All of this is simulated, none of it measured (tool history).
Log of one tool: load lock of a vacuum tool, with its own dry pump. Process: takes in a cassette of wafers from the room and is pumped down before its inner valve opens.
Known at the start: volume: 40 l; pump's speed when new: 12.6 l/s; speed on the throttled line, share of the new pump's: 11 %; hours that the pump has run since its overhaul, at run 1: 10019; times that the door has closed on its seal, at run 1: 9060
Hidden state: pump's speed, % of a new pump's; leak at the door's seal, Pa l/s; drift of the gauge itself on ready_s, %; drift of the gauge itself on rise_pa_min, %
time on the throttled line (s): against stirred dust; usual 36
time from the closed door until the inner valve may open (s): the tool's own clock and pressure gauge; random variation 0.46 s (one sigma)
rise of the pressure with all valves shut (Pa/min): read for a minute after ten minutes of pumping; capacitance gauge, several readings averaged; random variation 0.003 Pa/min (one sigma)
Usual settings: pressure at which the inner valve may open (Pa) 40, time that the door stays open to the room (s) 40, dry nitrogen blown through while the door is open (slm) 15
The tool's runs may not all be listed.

run      day  time on the throttled line (s)  pressure at which the inner valve may open (Pa)  time that the door stays open to the room (s)  dry nitrogen blown through while the door is open (slm)  hours that the pump has run since its overhaul  times that the door has closed on its seal  incoming humidity of the room's air, %  time from the closed door until the inner valve may open (s)  rise of the pressure with all valves shut (Pa/min)
  1        0                              36                                               40                                             40                                                       15                                           10019                                        9060                                    44.2                                                          61.5                                               0.065
  2   13.475                              36                                               40                                             40                                                       15                                           10343                                        9551                                    45.4                                                            61                                               0.074
  3   26.479                              36                                               40                                             40                                                       15                                           10655                                       10024                                    43.3                                                          61.6                                               0.071
  4   33.496                              36                                               79                                             40                                                       15                                           10823                                       10280                                    48.1                                                          59.1                                               0.074
  5    43.75                              36                                               79                                             40                                                       15                                           11069                                       10654                                    41.7                                                          58.8                                               0.071
  6   50.083                              36                                               79                                             40                                                        4                                           11221                                       10884                                    44.7                                                          58.6                                               0.098
  7   57.912                              28                                               79                                             40                                                        4                                           11409                                       11170                                    44.4                                                          52.6                                               0.092
  8   70.667                              28                                               79                                             40                                                        4                                           11715                                       11634                                    42.8                                                          52.1                                               0.091
  9   81.096                              28                                               79                                             40                                                        7                                           11966                                       12014                                    42.5                                                          53.1                                               0.096
 10   94.417                              36                                               40                                             40                                                       10                                           12285                                       12499                                    45.1                                                          62.6                                               0.093
 11  103.033                              36                                               40                                             40                                                       15                                           12492                                       12813                                    43.3                                                          62.7                                               0.084
 12  111.729                              36                                               40                                             40                                                       15                                           12701                                       13130                                    47.8                                                          62.8                                               0.091
 13  120.612                              36                                               40                                             40                                                       15                                           12914                                       13454                                    43.3                                                          63.5                                                0.09
 14  126.554                              36                                               40                                             40                                                       15                                           13057                                       13670                                    44.2                                                          62.3                                               0.092
     136.383  -- dry pump taken out, an overhauled one fitted
 15  139.583                              36                                               40                                             41                                                       15                                              77                                       14136                                    47.2                                                            58                                               0.098
 16  149.712                              36                                               40                                             41                                                       15                                             320                                       14505                                    47.4                                                          58.2                                                 0.1
 17  157.258                              36                                               40                                             41                                                       15                                             501                                       14780                                    47.1                                                          57.5                                               0.106
 18  163.783                              36                                               40                                             41                                                       15                                             658                                       15017                                    44.4                                                          57.2                                                0.11
 19  175.762                              36                                               40                                             41                                                       15                                             945                                       15454                                    42.7                                                            58                                                0.11
 20  184.938                              36                                               40                                             41                                                       15                                            1165                                       15788                                    44.9                                                          57.8                                               0.106
 21  196.262                              62                                               40                                             40                                                       15                                            1437                                       16201                                    44.3                                                          80.5                                               0.112
 22  207.812                              62                                               40                                             40                                                       15                                            1714                                       16621                                    45.8                                                          80.5                                               0.113
 23  215.512                              28                                               39                                            133                                                       10                                            1899                                       16902                                    51.2                                                          51.1                                               0.181
 24  223.388                              53                                               48                                            157                                                       24                                            2088                                       17189                                    46.5                                                          72.4                                               0.146
 25  232.275                              35                                               38                                            157                                                        9                                            2301                                       17513                                    46.6                                                          57.4                                               0.186
 26  243.129                              25                                               38                                            157                                                        9                                            2562                                       17908                                    40.9                                                          49.2                                               0.175
 27  250.583                              25                                               38                                            157                                                        9                                            2741                                       18180                                    41.5                                                          49.1                                               0.179
 28  263.367                              22                                               40                                            150                                                       15                                            3048                                       18645                                    45.4                                                          46.3                                               0.171
 29  272.171                              19                                               53                                            151                                                       12                                            3259                                       18966                                    46.5                                                          41.9                                               0.187
 30  278.608                              48                                               40                                             40                                                       15                                            3413                                       19201                                    46.1                                                          69.3                                               0.129
 31  289.096                              36                                               40                                             40                                                       15                                            3665                                       19583                                    46.1                                                          58.4                                               0.136
 32  300.733                              22                                               40                                             61                                                       15                                            3944                                       20007                                    47.7                                                          45.9                                               0.144
 33  307.071                              22                                               40                                             61                                                       15                                            4097                                       20238                                    43.6                                                          46.8                                               0.145
 34  313.617                              22                                               40                                             61                                                       15                                            4254                                       20476                                    46.6                                                          47.4                                               0.152
 35  322.242                              49                                               68                                             40                                                       30                                            4461                                       20790                                    40.5                                                          68.9                                               0.126
 36  334.171                              49                                               68                                             40                                                       30                                            4747                                       21225                                    42.2                                                          68.7                                               0.137
 37  344.142                              64                                               68                                             40                                                       32                                            4986                                       21588                                    47.3                                                          82.6                                               0.138

Forecast each of these 3 alternatives for the next run:
  A  352.304                              36                                               76                                            227                                                       11                                            5182                                       21885                                    44.5                                                             ?                                                   ?
  B  352.304                              36                                               40                                             73                                                       33                                            5182                                       21885                                    45.4                                                             ?                                                   ?
  C  352.304                              64                                               68                                             90                                                       32                                            5182                                       21885                                      45                                                             ?                                                   ?

run  time from the closed door until the inner valve may open (s)  rise of the pressure with all valves shut (Pa/min)
  A                                                          57.4                                               0.229
  B                                                          59.5                                               0.146
  C                                                          81.3                                               0.151
Without the tool's hidden state the same runs would have given:
run  time from the closed door until the inner valve may open (s)  rise of the pressure with all valves shut (Pa/min)
  A                                                          55.2                                               0.112
  B                                                          57.1                                               0.027
  C                                                          79.5                                               0.034
